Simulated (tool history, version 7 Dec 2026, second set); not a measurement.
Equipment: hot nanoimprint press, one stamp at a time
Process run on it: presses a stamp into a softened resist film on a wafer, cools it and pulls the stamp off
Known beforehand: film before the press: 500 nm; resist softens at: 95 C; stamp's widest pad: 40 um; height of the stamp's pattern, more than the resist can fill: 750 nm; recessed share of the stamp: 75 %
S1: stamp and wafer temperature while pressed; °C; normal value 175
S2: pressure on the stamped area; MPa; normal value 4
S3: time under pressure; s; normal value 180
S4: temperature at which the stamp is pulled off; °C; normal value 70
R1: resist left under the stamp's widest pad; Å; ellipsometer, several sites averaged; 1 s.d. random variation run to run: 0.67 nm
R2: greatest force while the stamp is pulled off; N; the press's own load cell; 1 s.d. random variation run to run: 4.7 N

run,hour,S1,S2,S3,S4,R1,R2
1,0,175,4,180,70,2521,365
2,85,175,4,180,70,2515,396
3,133,175,4,180,70,2538,388
4,173.8,175,4,138,70,2782,420
5,234.4,186,4,180,70,1964,414
# hour 260.6: stamp cleaned and given a new release coat
6,284.3,175,4,180,70,2549,246
7,321.5,175,4,180,70,2565,247
8,392.3,175,4,180,70,2582,262
9,466.6,175,4,180,70,2587,260
10,518.7,175,4,180,70,2594,289
11,603.4,166,4,180,70,3216,286
12,648.1,166,4,180,70,3201,309
# hour 726.5: press's hydraulic seals changed and the load cell set to zero
13,735.7,175,4,122,70,2930,311
14,778.3,175,4,180,70,2564,329
# hour 810.4: plate thermocouple calibrated
15,864.1,175,4,180,70,2475,339
16,929.2,175,4.1,335,75,1921,321
17,973.8,186,4,178,70,1919,351
18,1045.1,178,4.28,202,68,2152,383
19,1092.9,180,4.28,93,68,2758,389
20,1161.6,179,4.05,112,61,2716,425
21,1200.5,184,3.27,237,55,1969,473
22,1237.1,170,4.02,153,69,2991,395
23,1312.3,175,4.02,153,69,2684,420
# hour 1339.1: stamp cleaned and given a new release coat
24,1367.5,165,4.02,153,58,3350,260
25,1428.8,165,4.02,153,58,3355,277
26,1482.9,165,4.02,153,58,3368,281
27,1546.6,168,2.54,180,69,3456,274
28,1595.7,168,2.54,180,69,3475,279
29,1640.5,176,4,180,76,2507,268
30,1694.8,175,3.67,180,72,2665,287

4 options for the next run, each taken on its own from the tool as it stands now. Forecast them:
# hour 1737.4: plate thermocouple calibrated
A,1754.6,181,3.38,175,72,?,?
# hour 1737.4: plate thermocouple calibrated
B,1754.6,175,3.67,186,72,?,?
# hour 1737.4: plate thermocouple calibrated
C,1754.6,175,3.51,180,72,?,?
# hour 1737.4: plate thermocouple calibrated
D,1754.6,180,2.43,180,57,?,?

run,R1,R2
A,2323,296
B,2556,307
C,2625,305
D,2667,343
Take away the tool's hidden state, keep each run's random variation, and the runs would have read:
run,R1,R2
A,2295,228
B,2523,236
C,2593,235
D,2644,264
